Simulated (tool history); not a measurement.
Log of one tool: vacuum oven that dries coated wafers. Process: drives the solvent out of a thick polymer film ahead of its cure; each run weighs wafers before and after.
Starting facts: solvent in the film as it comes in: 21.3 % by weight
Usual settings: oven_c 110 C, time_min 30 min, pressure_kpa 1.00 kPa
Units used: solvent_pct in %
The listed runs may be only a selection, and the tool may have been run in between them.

Run 1, day 0.000: usual settings. Result: solvent_pct 4.08 %.
Run 2, day 2.062: usual settings. Result: solvent_pct 4.15 %.
Run 3, day 3.633: usual settings. Result: solvent_pct 4.11 %.
Run 4, day 6.017: usual settings but oven_c 116 C. Result: solvent_pct 2.53 %.
Run 5, day 8.192: usual settings. Result: solvent_pct 3.99 %.
Run 6, day 10.008: usual settings but oven_c 121 C. Result: solvent_pct 1.74 %.
Run 7, day 13.267: usual settings but oven_c 121 C. Result: solvent_pct 1.67 %.
Run 8, day 14.654: usual settings but time_min 25 min. Result: solvent_pct 5.04 %.
Run 9, day 16.558: usual settings but time_min 25 min. Result: solvent_pct 4.98 %.
Run 10, day 18.079: usual settings but time_min 25 min. Result: solvent_pct 4.95 %.
Run 11, day 21.017: usual settings but time_min 25 min, pressure_kpa 1.98 kPa. Result: solvent_pct 5.65 %.
At day 21.379: oven's thermocouples calibrated.
Run 12, day 24.050: usual settings but time_min 25 min, pressure_kpa 1.98 kPa. Result: solvent_pct 5.70 %.
Run 13, day 27.388: usual settings but oven_c 123 C, time_min 33 min, pressure_kpa 1.99 kPa. Result: solvent_pct 1.82 %.

What will run 14 give?
Run 14, day 29.333: usual settings but time_min 43 min, pressure_kpa 2.85 kPa. Result: solvent_pct ?.

solvent_pct: 4.16 %
On a tool with no hidden condition, and with the same random variation, this run would have come out at solvent_pct 4.37 %.
